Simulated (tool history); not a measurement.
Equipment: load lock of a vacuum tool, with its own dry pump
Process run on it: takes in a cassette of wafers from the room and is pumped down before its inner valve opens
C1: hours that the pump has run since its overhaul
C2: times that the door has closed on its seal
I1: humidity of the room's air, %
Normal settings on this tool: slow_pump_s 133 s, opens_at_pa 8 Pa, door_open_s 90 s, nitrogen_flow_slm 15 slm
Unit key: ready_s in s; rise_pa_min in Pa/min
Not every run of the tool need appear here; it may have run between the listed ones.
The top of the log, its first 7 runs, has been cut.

Run 8, hour 692.4: usual settings but opens_at_pa 9 Pa; C1 1406; C2 20638; I1 45.9. Result: ready_s 226 s, rise_pa_min 0.157 Pa/min.
Run 9, hour 787.5: usual settings but nitrogen_flow_slm 9 slm; C1 1501; C2 20892; I1 47.3. Result: ready_s 228.7 s, rise_pa_min 0.167 Pa/min.
Run 10, hour 912.3: usual settings but nitrogen_flow_slm 9 slm; C1 1626; C2 21225; I1 42.3. Result: ready_s 229.8 s, rise_pa_min 0.171 Pa/min.
Run 11, hour 1017.2: usual settings but nitrogen_flow_slm 9 slm; C1 1731; C2 21505; I1 44.9. Result: ready_s 229 s, rise_pa_min 0.173 Pa/min.
Run 12, hour 1121.9: usual settings but nitrogen_flow_slm 9 slm; C1 1835; C2 21785; I1 42.9. Result: ready_s 229 s, rise_pa_min 0.177 Pa/min.
Run 13, hour 1215.1: usual settings but nitrogen_flow_slm 19 slm; C1 1928; C2 22034; I1 44.1. Result: ready_s 226.8 s, rise_pa_min 0.172 Pa/min.
Run 14, hour 1279.8: usual settings but opens_at_pa 6 Pa, nitrogen_flow_slm 19 slm; C1 1993; C2 22207; I1 45.1. Result: ready_s 232 s, rise_pa_min 0.172 Pa/min.
Run 15, hour 1363.6: usual settings but nitrogen_flow_slm 41 slm; C1 2077; C2 22430; I1 43.6. Result: ready_s 228.6 s, rise_pa_min 0.169 Pa/min.
Run 16, hour 1451.2: usual settings but nitrogen_flow_slm 41 slm; C1 2165; C2 22664; I1 46.7. Result: ready_s 229.2 s, rise_pa_min 0.172 Pa/min.
Run 17, hour 1580.9: usual settings but opens_at_pa 11 Pa; C1 2294; C2 23011; I1 44. Result: ready_s 223.3 s, rise_pa_min 0.182 Pa/min.
Run 18, hour 1677.8: usual settings; C1 2391; C2 23270; I1 44.7. Result: ready_s 230.1 s, rise_pa_min 0.184 Pa/min.
Run 19, hour 1785.1: usual settings but nitrogen_flow_slm 11 slm; C1 2498; C2 23556; I1 45.6. Result: ready_s 229.5 s, rise_pa_min 0.191 Pa/min.
Run 20, hour 1846.2: usual settings but slow_pump_s 196 s, opens_at_pa 12 Pa, door_open_s 47 s, nitrogen_flow_slm 12 slm; C1 2560; C2 23719; I1 46.9. Result: ready_s 271.5 s, rise_pa_min 0.192 Pa/min.
Run 21, hour 1962.4: usual settings but opens_at_pa 14 Pa, nitrogen_flow_slm 37 slm; C1 2676; C2 24030; I1 42.9. Result: ready_s 222 s, rise_pa_min 0.188 Pa/min.
Run 22, hour 2062: usual settings but slow_pump_s 82 s, door_open_s 42 s; C1 2775; C2 24296; I1 44.6. Result: ready_s 190.4 s, rise_pa_min 0.192 Pa/min.
Run 23, hour 2205.3: usual settings but door_open_s 166 s, nitrogen_flow_slm 17 slm; C1 2919; C2 24678; I1 41.5. Result: ready_s 231.3 s, rise_pa_min 0.198 Pa/min.
Run 24, hour 2338.3: usual settings but nitrogen_flow_slm 24 slm; C1 3052; C2 25034; I1 45.4. Result: ready_s 230.6 s, rise_pa_min 0.202 Pa/min.
Run 25, hour 2399.5: usual settings but nitrogen_flow_slm 24 slm; C1 3113; C2 25197; I1 41.2. Result: ready_s 231.7 s, rise_pa_min 0.213 Pa/min.
Run 26, hour 2476.3: usual settings but opens_at_pa 9 Pa, nitrogen_flow_slm 6 slm; C1 3190; C2 25402; I1 45.6. Result: ready_s 229.8 s, rise_pa_min 0.222 Pa/min.
Run 27, hour 2537.9: usual settings but slow_pump_s 162 s, opens_at_pa 16 Pa, door_open_s 80 s, nitrogen_flow_slm 9 slm; C1 3251; C2 25567; I1 46.4. Result: ready_s 244.8 s, rise_pa_min 0.222 Pa/min.
Run 28, hour 2645.3: usual settings but slow_pump_s 162 s, opens_at_pa 16 Pa, door_open_s 80 s, nitrogen_flow_slm 9 slm; C1 3359; C2 25854; I1 49.3. Result: ready_s 243.2 s, rise_pa_min 0.23 Pa/min.
Run 29, hour 2720.6: usual settings but slow_pump_s 162 s, opens_at_pa 16 Pa, door_open_s 60 s, nitrogen_flow_slm 5 slm; C1 3434; C2 26055; I1 44.6. Result: ready_s 241.9 s, rise_pa_min 0.233 Pa/min.
Run 30, hour 2813.2: usual settings but slow_pump_s 112 s, nitrogen_flow_slm 21 slm; C1 3527; C2 26302; I1 44. Result: ready_s 213.6 s, rise_pa_min 0.223 Pa/min.

What does the tool deliver on the next run?
Run 31, hour 2954.7: usual settings but slow_pump_s 112 s, nitrogen_flow_slm 21 slm; C1 3668; C2 26680; I1 47.7. Result: ready_s ?, rise_pa_min ?.

Run 31 gave ready_s 214.3 s, rise_pa_min 0.227 Pa/min.
The same run, on a tool lacking any hidden state, would have yielded ready_s 211.3 s, rise_pa_min 0.019 Pa/min.

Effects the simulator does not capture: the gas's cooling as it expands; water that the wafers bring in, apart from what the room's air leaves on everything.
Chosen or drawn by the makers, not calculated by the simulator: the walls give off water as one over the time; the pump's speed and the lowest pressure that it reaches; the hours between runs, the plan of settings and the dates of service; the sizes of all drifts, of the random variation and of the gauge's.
